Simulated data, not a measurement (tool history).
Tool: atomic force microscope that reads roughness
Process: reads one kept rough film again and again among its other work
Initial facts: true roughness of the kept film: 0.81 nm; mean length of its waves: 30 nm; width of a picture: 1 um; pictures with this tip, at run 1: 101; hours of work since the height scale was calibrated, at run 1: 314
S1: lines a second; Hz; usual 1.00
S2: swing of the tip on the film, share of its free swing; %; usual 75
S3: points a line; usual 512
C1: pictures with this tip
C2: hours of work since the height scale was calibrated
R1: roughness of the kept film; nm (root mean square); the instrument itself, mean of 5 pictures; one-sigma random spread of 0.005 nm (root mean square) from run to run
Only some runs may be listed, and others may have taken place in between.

run 1 day=0.000 | S1=1.00 S2=75 S3=512 | C1=101 C2=314 | R1=0.682
-- day=0.271 new tip fitted
run 2 day=0.729 | S1=1.00 S2=75 S3=512 | C1=19 C2=326 | R1=0.721
run 3 day=1.475 | S1=1.00 S2=75 S3=262 | C1=50 C2=340 | R1=0.698
run 4 day=2.104 | S1=1.00 S2=75 S3=485 | C1=76 C2=351 | R1=0.687
run 5 day=2.488 | S1=1.00 S2=75 S3=485 | C1=92 C2=357 | R1=0.683
-- day=2.988 new tip fitted
run 6 day=3.088 | S1=1.00 S2=74 S3=485 | C1=5 C2=368 | R1=0.721
run 7 day=3.896 | S1=1.00 S2=75 S3=345 | C1=38 C2=382 | R1=0.706
run 8 day=4.754 | S1=1.00 S2=75 S3=391 | C1=73 C2=397 | R1=0.697
run 9 day=5.546 | S1=1.00 S2=75 S3=512 | C1=106 C2=411 | R1=0.681
-- day=5.679 new tip fitted
run 10 day=6.383 | S1=1.00 S2=75 S3=512 | C1=29 C2=426 | R1=0.716
run 11 day=7.108 | S1=1.00 S2=75 S3=512 | C1=59 C2=439 | R1=0.705
run 12 day=7.808 | S1=1.00 S2=75 S3=512 | C1=88 C2=451 | R1=0.685
-- day=8.358 new tip fitted
run 13 day=8.617 | S1=1.00 S2=75 S3=512 | C1=10 C2=465 | R1=0.723
run 14 day=9.038 | S1=1.00 S2=75 S3=512 | C1=28 C2=472 | R1=0.719
run 15 day=9.800 | S1=1.00 S2=75 S3=512 | C1=59 C2=486 | R1=0.705
run 16 day=10.488 | S1=1.00 S2=89 S3=512 | C1=87 C2=498 | R1=0.646
-- day=11.112 new tip fitted
run 17 day=11.133 | S1=0.98 S2=75 S3=512 | C1=1 C2=509 | R1=0.732
run 18 day=11.896 | S1=0.98 S2=75 S3=512 | C1=33 C2=523 | R1=0.709
run 19 day=12.300 | S1=1.00 S2=59 S3=512 | C1=49 C2=530 | R1=0.738
run 20 day=13.042 | S1=1.00 S2=59 S3=512 | C1=80 C2=543 | R1=0.721
run 21 day=13.708 | S1=1.00 S2=59 S3=512 | C1=108 C2=555 | R1=0.708
-- day=13.783 new tip fitted
run 22 day=14.396 | S1=1.00 S2=59 S3=512 | C1=25 C2=567 | R1=0.756
run 23 day=15.300 | S1=1.00 S2=59 S3=512 | C1=62 C2=583 | R1=0.730
run 24 day=15.692 | S1=1.00 S2=59 S3=512 | C1=79 C2=590 | R1=0.723
run 25 day=16.350 | S1=1.00 S2=59 S3=771 | C1=106 C2=601 | R1=0.709
-- day=16.479 new tip fitted
run 26 day=16.825 | S1=1.00 S2=59 S3=771 | C1=15 C2=609 | R1=0.762
run 27 day=17.221 | S1=1.00 S2=59 S3=771 | C1=31 C2=616 | R1=0.750
run 28 day=17.825 | S1=0.56 S2=75 S3=512 | C1=56 C2=627 | R1=0.729
run 29 day=18.308 | S1=1.00 S2=75 S3=259 | C1=76 C2=636 | R1=0.690
run 30 day=18.950 | S1=3.78 S2=58 S3=504 | C1=102 C2=647 | R1=0.666
-- day=19.029 height scale calibrated on a step standard
-- day=19.188 new tip fitted
run 31 day=19.538 | S1=0.54 S2=75 S3=314 | C1=14 C2=9 | R1=0.743
run 32 day=19.983 | S1=0.54 S2=78 S3=295 | C1=32 C2=16 | R1=0.726
run 33 day=20.583 | S1=0.98 S2=71 S3=663 | C1=57 C2=27 | R1=0.706
run 34 day=20.971 | S1=1.70 S2=68 S3=947 | C1=73 C2=34 | R1=0.695
run 35 day=21.467 | S1=1.00 S2=74 S3=350 | C1=94 C2=43 | R1=0.689
-- day=21.908 new tip fitted
run 36 day=22.329 | S1=1.00 S2=75 S3=569 | C1=17 C2=58 | R1=0.723
run 37 day=23.183 | S1=1.33 S2=81 S3=311 | C1=53 C2=73 | R1=0.658
-- day=23.583 height scale calibrated on a step standard, once more
run 38 day=24.112 | S1=3.26 S2=77 S3=512 | C1=89 C2=9 | R1=0.574
-- day=24.692 new tip fitted
run 39 day=24.762 | S1=2.67 S2=71 S3=442 | C1=3 C2=21 | R1=0.664
run 40 day=25.471 | S1=2.01 S2=66 S3=800 | C1=32 C2=33 | R1=0.711
run 41 day=26.225 | S1=0.51 S2=66 S3=800 | C1=64 C2=46 | R1=0.734
run 42 day=27.067 | S1=0.51 S2=66 S3=800 | C1=98 C2=61 | R1=0.719
-- day=27.383 new tip fitted
run 43 day=27.979 | S1=1.37 S2=58 S3=293 | C1=24 C2=77 | R1=0.738
run 44 day=28.425 | S1=2.00 S2=62 S3=850 | C1=43 C2=85 | R1=0.710
run 45 day=29.104 | S1=2.00 S2=62 S3=850 | C1=71 C2=97 | R1=0.699
run 46 day=29.746 | S1=2.00 S2=62 S3=850 | C1=97 C2=108 | R1=0.680
-- day=30.121 new tip fitted
run 47 day=30.425 | S1=1.00 S2=75 S3=512 | C1=12 C2=120 | R1=0.726
run 48 day=31.175 | S1=1.00 S2=75 S3=512 | C1=43 C2=133 | R1=0.698
run 49 day=31.788 | S1=1.00 S2=69 S3=678 | C1=69 C2=144 | R1=0.714
run 50 day=32.454 | S1=1.63 S2=64 S3=678 | C1=96 C2=156 | R1=0.687
-- day=32.829 new tip fitted
run 51 day=33.279 | S1=1.63 S2=64 S3=678 | C1=18 C2=170 | R1=0.741
run 52 day=34.183 | S1=1.63 S2=64 S3=678 | C1=56 C2=186 | R1=0.701
run 53 day=35.008 | S1=1.23 S2=58 S3=347 | C1=90 C2=201 | R1=0.709

What would each run have given without the hidden state, its run-to-run variation left as it was?
Hidden conditions of the tool in this case: radius of the tip, nm; height scale over the true one, %; drift of the gauge itself on roughness_nm, %.
run=1 R1=0.730
run=2 R1=0.729
run=3 R1=0.723
run=4 R1=0.726
run=5 R1=0.728
run=6 R1=0.723
run=7 R1=0.727
run=8 R1=0.736
run=9 R1=0.733
run=10 R1=0.730
run=11 R1=0.734
run=12 R1=0.729
run=13 R1=0.727
run=14 R1=0.732
run=15 R1=0.735
run=16 R1=0.687
run=17 R1=0.731
run=18 R1=0.725
run=19 R1=0.765
run=20 R1=0.764
run=21 R1=0.767
run=22 R1=0.769
run=23 R1=0.765
run=24 R1=0.765
run=25 R1=0.765
run=26 R1=0.768
run=27 R1=0.764
run=28 R1=0.754
run=29 R1=0.726
run=30 R1=0.713
run=31 R1=0.749
run=32 R1=0.742
run=33 R1=0.736
run=34 R1=0.734
run=35 R1=0.738
run=36 R1=0.729
run=37 R1=0.682
run=38 R1=0.614
run=39 R1=0.667
run=40 R1=0.730
run=41 R1=0.772
run=42 R1=0.775
run=43 R1=0.752
run=44 R1=0.735
run=45 R1=0.737
run=46 R1=0.730
run=47 R1=0.733
run=48 R1=0.721
run=49 R1=0.751
run=50 R1=0.738
run=51 R1=0.752
run=52 R1=0.734
run=53 R1=0.761
